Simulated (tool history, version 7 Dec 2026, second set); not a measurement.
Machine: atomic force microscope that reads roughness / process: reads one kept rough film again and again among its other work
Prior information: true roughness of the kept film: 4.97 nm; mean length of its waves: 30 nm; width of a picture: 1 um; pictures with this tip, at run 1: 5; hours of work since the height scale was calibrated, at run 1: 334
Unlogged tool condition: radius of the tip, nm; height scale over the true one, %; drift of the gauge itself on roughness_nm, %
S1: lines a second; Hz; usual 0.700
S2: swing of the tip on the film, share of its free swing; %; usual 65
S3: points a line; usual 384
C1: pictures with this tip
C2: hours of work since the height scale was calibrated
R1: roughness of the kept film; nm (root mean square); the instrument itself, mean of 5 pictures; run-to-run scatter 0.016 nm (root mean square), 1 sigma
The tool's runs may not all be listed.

| run | day | S1 | S2 | S3 | C1 | C2 | R1 |
|---|---|---|---|---|---|---|---|
| 1 | 0.000 | 0.700 | 65 | 384 | 5 | 334 | 3.833 |
| 2 | 1.171 | 1.108 | 65 | 384 | 58 | 350 | 3.290 |
| 3 | 1.879 | 1.108 | 65 | 384 | 91 | 359 | 3.047 |
| 4 | 2.804 | 1.108 | 65 | 384 | 133 | 372 | 2.764 |
|  | 3.079 | new tip fitted |
| 5 | 3.850 | 1.108 | 65 | 384 | 35 | 386 | 3.496 |
|  | 4.004 | height scale calibrated on a step standard |
| 6 | 4.617 | 1.108 | 65 | 384 | 68 | 8 | 3.217 |
| 7 | 5.529 | 0.700 | 65 | 384 | 109 | 21 | 2.943 |
|  | 6.358 | new tip fitted |
| 8 | 6.650 | 0.700 | 65 | 384 | 13 | 36 | 3.795 |
| 9 | 7.212 | 1.311 | 83 | 299 | 39 | 43 | 3.251 |
|  | 8.296 | height scale calibrated on a step standard, once more |
| 10 | 8.454 | 1.030 | 85 | 728 | 93 | 2 | 2.915 |
| 11 | 9.496 | 1.329 | 87 | 611 | 141 | 16 | 2.539 |
|  | 9.629 | new tip fitted |
| 12 | 10.688 | 1.329 | 87 | 611 | 48 | 32 | 3.145 |
| 13 | 11.925 | 0.501 | 65 | 384 | 104 | 49 | 3.028 |
|  | 12.817 | new tip fitted |
| 14 | 13.154 | 0.501 | 65 | 384 | 15 | 65 | 3.773 |
| 15 | 14.154 | 0.700 | 62 | 619 | 60 | 79 | 3.365 |
| 16 | 14.967 | 2.726 | 68 | 316 | 97 | 90 | 2.868 |

Alternative continuations, all from the tool just after run 16; predict every row:
|  | 16.079 | new tip fitted |
| A | 16.150 | 2.726 | 61 | 316 | 3 | 106 | ? |
|  | 16.079 | new tip fitted |
| B | 16.150 | 3.258 | 57 | 523 | 3 | 106 | ? |
|  | 16.079 | new tip fitted |
| C | 16.150 | 1.263 | 65 | 384 | 3 | 106 | ? |

| run | R1 |
|---|---|
| A | 3.783 |
| B | 3.803 |
| C | 3.861 |
Without the tool's unlogged condition, the same runs would have read:
| run | R1 |
|---|---|
| A | 3.820 |
| B | 3.840 |
| C | 3.899 |
